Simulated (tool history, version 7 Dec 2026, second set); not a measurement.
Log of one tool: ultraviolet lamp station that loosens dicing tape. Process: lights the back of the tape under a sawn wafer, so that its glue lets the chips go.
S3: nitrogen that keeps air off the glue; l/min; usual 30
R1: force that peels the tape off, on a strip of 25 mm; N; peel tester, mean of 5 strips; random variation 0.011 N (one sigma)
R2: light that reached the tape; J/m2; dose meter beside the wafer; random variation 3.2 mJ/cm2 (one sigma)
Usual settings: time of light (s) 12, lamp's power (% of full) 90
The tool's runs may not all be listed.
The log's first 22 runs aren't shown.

run 23 hour=229.9 | time_of_light_(s)=12 lamp's_power_(%_of_full)=90 S3=15 | R1=1.121 R2=4320
run 24 hour=244.1 | time_of_light_(s)=8 lamp's_power_(%_of_full)=85 S3=39 | R1=1.32 R2=2730
run 25 hour=255.2 | time_of_light_(s)=14 lamp's_power_(%_of_full)=69 S3=49 | R1=0.592 R2=3940
run 26 hour=268.7 | time_of_light_(s)=19 lamp's_power_(%_of_full)=91 S3=23 | R1=0.294 R2=6860
run 27 hour=275.2 | time_of_light_(s)=20 lamp's_power_(%_of_full)=79 S3=40 | R1=0.242 R2=6340
run 28 hour=282.1 | time_of_light_(s)=12 lamp's_power_(%_of_full)=93 S3=30 | R1=0.635 R2=4490
run 29 hour=294.3 | time_of_light_(s)=23 lamp's_power_(%_of_full)=90 S3=28 | R1=0.172 R2=8240
run 30 hour=301.5 | time_of_light_(s)=24 lamp's_power_(%_of_full)=100 S3=21 | R1=0.166 R2=9500
run 31 hour=307.6 | time_of_light_(s)=11 lamp's_power_(%_of_full)=90 S3=19 | R1=1.157 R2=3930
run 32 hour=319.1 | time_of_light_(s)=11 lamp's_power_(%_of_full)=90 S3=19 | R1=1.133 R2=3950
run 33 hour=333.1 | time_of_light_(s)=7 lamp's_power_(%_of_full)=96 S3=12 | R1=2.474 R2=2660
run 34 hour=341.7 | time_of_light_(s)=7 lamp's_power_(%_of_full)=96 S3=12 | R1=2.504 R2=2630
run 35 hour=355.5 | time_of_light_(s)=12 lamp's_power_(%_of_full)=90 S3=60 | R1=0.431 R2=4280
run 36 hour=367.9 | time_of_light_(s)=8 lamp's_power_(%_of_full)=93 S3=10 | R1=2.475 R2=2920
run 37 hour=375.5 | time_of_light_(s)=8 lamp's_power_(%_of_full)=93 S3=10 | R1=2.372 R2=2910
run 38 hour=382.7 | time_of_light_(s)=7 lamp's_power_(%_of_full)=69 S3=18 | R1=2.931 R2=1910
run 39 hour=388.8 | time_of_light_(s)=21 lamp's_power_(%_of_full)=99 S3=25 | R1=0.191 R2=8030
run 40 hour=401 | time_of_light_(s)=7 lamp's_power_(%_of_full)=90 S3=30 | R1=1.801 R2=2440
run 41 hour=410.7 | time_of_light_(s)=7 lamp's_power_(%_of_full)=97 S3=30 | R1=1.672 R2=2640
run 42 hour=422.1 | time_of_light_(s)=9 lamp's_power_(%_of_full)=97 S3=29 | R1=1.115 R2=3400
run 43 hour=430.2 | time_of_light_(s)=9 lamp's_power_(%_of_full)=97 S3=29 | R1=1.093 R2=3350
run 44 hour=439.2 | time_of_light_(s)=9 lamp's_power_(%_of_full)=97 S3=29 | R1=1.139 R2=3360

3 ways to go on from here, each from the tool as it stands after run 44. What would each give?
run A hour=447.7 | time_of_light_(s)=10 lamp's_power_(%_of_full)=90 S3=30 | R1=? R2=?
run B hour=447.7 | time_of_light_(s)=9 lamp's_power_(%_of_full)=97 S3=49 | R1=? R2=?
run C hour=447.7 | time_of_light_(s)=15 lamp's_power_(%_of_full)=89 S3=54 | R1=? R2=?

run=A R1=1.027 R2=3450
run=B R1=0.808 R2=3340
run=C R1=0.306 R2=5170
Without the tool's hidden state the same runs would have given:
run=A R1=0.741 R2=4100
run=B R1=0.564 R2=3970
run=C R1=0.206 R2=6140
